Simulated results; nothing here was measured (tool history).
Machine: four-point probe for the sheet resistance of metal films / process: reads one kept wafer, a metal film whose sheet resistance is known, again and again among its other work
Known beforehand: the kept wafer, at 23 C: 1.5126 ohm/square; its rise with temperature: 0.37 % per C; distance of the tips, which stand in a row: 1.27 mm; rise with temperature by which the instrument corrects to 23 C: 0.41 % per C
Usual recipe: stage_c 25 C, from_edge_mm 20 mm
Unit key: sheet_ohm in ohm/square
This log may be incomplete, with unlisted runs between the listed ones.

run 1 hour=0.0 | stage_c=25 from_edge_mm=20 | sheet_ohm=1.498570
run 2 hour=83.7 | stage_c=25 from_edge_mm=20 | sheet_ohm=1.498252
run 3 hour=169.2 | stage_c=25 from_edge_mm=20 | sheet_ohm=1.497597
run 4 hour=220.9 | stage_c=33 from_edge_mm=20 | sheet_ohm=1.492579
run 5 hour=304.5 | stage_c=23 from_edge_mm=20 | sheet_ohm=1.498389
run 6 hour=386.7 | stage_c=23 from_edge_mm=10 | sheet_ohm=1.507158
run 7 hour=458.7 | stage_c=24 from_edge_mm=20 | sheet_ohm=1.497474
run 8 hour=510.1 | stage_c=21 from_edge_mm=27 | sheet_ohm=1.497295
run 9 hour=591.7 | stage_c=29 from_edge_mm=20 | sheet_ohm=1.494102
run 10 hour=631.1 | stage_c=29 from_edge_mm=20 | sheet_ohm=1.493407
run 11 hour=693.7 | stage_c=28 from_edge_mm=37 | sheet_ohm=1.491440

Here are 3 independent what-if runs from the current tool condition. What would each one return?
run A hour=783.8 | stage_c=18 from_edge_mm=35 | sheet_ohm=?
run B hour=783.8 | stage_c=28 from_edge_mm=4 | sheet_ohm=?
run C hour=783.8 | stage_c=28 from_edge_mm=23 | sheet_ohm=?

run=A sheet_ohm=1.497238
run=B sheet_ohm=1.566722
run=C sheet_ohm=1.492528
The same runs, with their run-to-run variation unchanged, on a tool lacking any hidden condition would have given:
run=A sheet_ohm=1.516631
run=B sheet_ohm=1.586859
run=C sheet_ohm=1.511782
